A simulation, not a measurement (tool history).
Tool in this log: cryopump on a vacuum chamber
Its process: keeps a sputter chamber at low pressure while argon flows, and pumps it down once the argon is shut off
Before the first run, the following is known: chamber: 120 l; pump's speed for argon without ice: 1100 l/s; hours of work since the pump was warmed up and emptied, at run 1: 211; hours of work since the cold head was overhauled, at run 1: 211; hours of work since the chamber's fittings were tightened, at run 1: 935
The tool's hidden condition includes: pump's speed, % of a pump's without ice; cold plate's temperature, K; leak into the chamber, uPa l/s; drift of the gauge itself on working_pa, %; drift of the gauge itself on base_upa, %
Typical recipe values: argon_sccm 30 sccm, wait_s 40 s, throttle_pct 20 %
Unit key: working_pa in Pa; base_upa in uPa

run	hour	argon_sccm	wait_s	throttle_pct	hours of work since the pump was warmed up and emptied	hours of work since the cold head was overhauled	hours of work since the chamber's fittings were tightened	working_pa	base_upa
1	0.0	30	40	20	211	211	935	0.2415	5.37
2	12.0	33	40	20	220	220	944	0.2630	5.51
3	21.0	30	40	20	226	226	950	0.2385	5.41
4	32.9	30	40	20	234	234	958	0.2380	5.75
5	44.8	30	40	20	243	243	967	0.2400	5.73
6	53.8	30	40	20	249	249	973	0.2421	5.82
7	70.1	13	31	56	260	260	984	0.0401	6.49
8	82.8	13	31	56	269	269	993	0.0419	6.59
9	96.7	13	31	56	279	279	1003	0.0404	6.80
10	111.7	13	236	34	289	289	1013	0.0635	3.77
11	121.0	50	49	42	296	296	1020	0.2037	5.52

Branching from run 11: 4 alternative next runs. What would each branch give?
A	137.2	57	40	59	307	307	1031	?	?
B	137.2	50	49	50	307	307	1031	?	?
C	137.2	50	57	35	307	307	1031	?	?
D	137.2	24	37	21	307	307	1031	?	?

run	working_pa	base_upa
A	0.1729	6.03
B	0.1751	5.64
C	0.2395	5.31
D	0.1871	6.28
With the hidden condition removed and each run's random variation left untouched, the same runs would have given:
run	working_pa	base_upa
A	0.1487	2.91
B	0.1540	2.50
C	0.2184	2.18
D	0.1769	3.16
